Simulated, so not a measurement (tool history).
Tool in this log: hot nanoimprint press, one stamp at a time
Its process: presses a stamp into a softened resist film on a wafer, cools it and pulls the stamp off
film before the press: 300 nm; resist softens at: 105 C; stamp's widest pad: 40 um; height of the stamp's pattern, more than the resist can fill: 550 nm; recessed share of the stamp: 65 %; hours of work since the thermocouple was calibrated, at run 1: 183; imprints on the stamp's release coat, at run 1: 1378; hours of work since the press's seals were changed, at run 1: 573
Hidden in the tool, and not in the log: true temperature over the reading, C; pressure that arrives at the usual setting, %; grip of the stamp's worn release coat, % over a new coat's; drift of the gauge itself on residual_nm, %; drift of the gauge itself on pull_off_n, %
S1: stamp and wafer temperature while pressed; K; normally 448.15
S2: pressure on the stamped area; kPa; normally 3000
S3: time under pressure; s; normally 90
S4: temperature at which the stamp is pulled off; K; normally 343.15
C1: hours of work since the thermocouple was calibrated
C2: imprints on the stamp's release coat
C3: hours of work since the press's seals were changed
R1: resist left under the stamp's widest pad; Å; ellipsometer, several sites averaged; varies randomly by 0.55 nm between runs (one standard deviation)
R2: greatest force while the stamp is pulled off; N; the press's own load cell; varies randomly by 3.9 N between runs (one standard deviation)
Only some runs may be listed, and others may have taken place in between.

run    hour      S1    S2   S3      S4   C1    C2   C3    R1   R2
  1       0  448.15  3000   90  343.15  183  1378  573  1601  293
  2    28.2  448.15  3340   90  343.15  204  1498  594  1522  296
  3    61.4  456.15  3000   90  343.15  229  1638  619  1197  297
  4      91  448.15  3000   90  343.15  251  1764  641  1595  315
  5   142.1  448.15  3000   90  343.15  289  1980  679  1589  325
  6   185.5  448.15  3000   90  343.15  321  2164  711  1596  348
      220.7  -- stamp cleaned and given a new release coat
  7   229.1  448.15  3000   90  343.15  349    36  739  1586  187
  8   265.3  448.15  3000   90  343.15  376   189  766  1581  208
  9   320.8  448.15  3000   90  343.15  418   424  807  1578  219
      353.8  -- plate thermocouple calibrated
 10   377.4  448.15  3810   90  343.15   18   651  847  1462  231
 11     422  448.15  3810   90  343.15   51   841  881  1460  250
 12   450.4  448.15  3000   90  343.15   72   961  902  1630  260
 13   474.7  448.15  3000   90  343.15   90  1064  920  1632  257
 14   527.1  448.15  3000   90  343.15  129  1286  959  1635  271
        548  -- press's hydraulic seals changed and the load cell set to zero
 15   560.4  448.15  3000   90  337.15  148  1393    9  1571  292
 16   591.3  448.15  3000   90  337.15  171  1524   32  1567  303
 17     620  445.15  2690   89  337.15  192  1646   54  1828  313
 18   671.1  445.15  2690   89  337.15  230  1862   92  1832  339
 19   719.8  445.15  2690   89  337.15  267  2069  128  1827  333
 20   757.1  445.15  2690   89  337.15  294  2227  156  1822  354
      777.4  -- stamp cleaned and given a new release coat
 21   800.6  448.15  3880   52  332.15  322    99  184  1612  212
 22   844.9  448.15  2730   90  332.15  355   287  217  1625  223
 23   869.5  450.15  4750   90  332.15  374   391  235  1110  234
 24   911.3  443.15  2230   90  343.15  405   568  266  2079  223
 25   956.1  448.15  3010   90  343.15  438   758  299  1530  243
      961.7  -- plate thermocouple calibrated
 26   983.6  451.15  3000   78  334.15   16   861  318  1533  264
 27  1009.4  448.15  3230  103  344.15   35   971  337  1511  256
 28  1034.5  448.15  3230  103  344.15   54  1077  356  1503  273
 29    1075  460.15  4630   90  330.15   84  1249  386   816  291

3 ways to go on from here, each from the tool as it stands after run 29. What would each give?
  A  1098  446.15  4630  90  335.15  101  1346  403   ?   ?
  B  1098  448.15  3000  90  329.15  101  1346  403   ?   ?
  C  1098  448.15  2410  57  336.15  101  1346  403   ?   ?

run    R1   R2
  A  1411  296
  B  1615  303
  C  2023  284
What these runs would have given with no unlogged condition in the tool:
run    R1   R2
  A  1383  201
  B  1601  205
  C  2015  192

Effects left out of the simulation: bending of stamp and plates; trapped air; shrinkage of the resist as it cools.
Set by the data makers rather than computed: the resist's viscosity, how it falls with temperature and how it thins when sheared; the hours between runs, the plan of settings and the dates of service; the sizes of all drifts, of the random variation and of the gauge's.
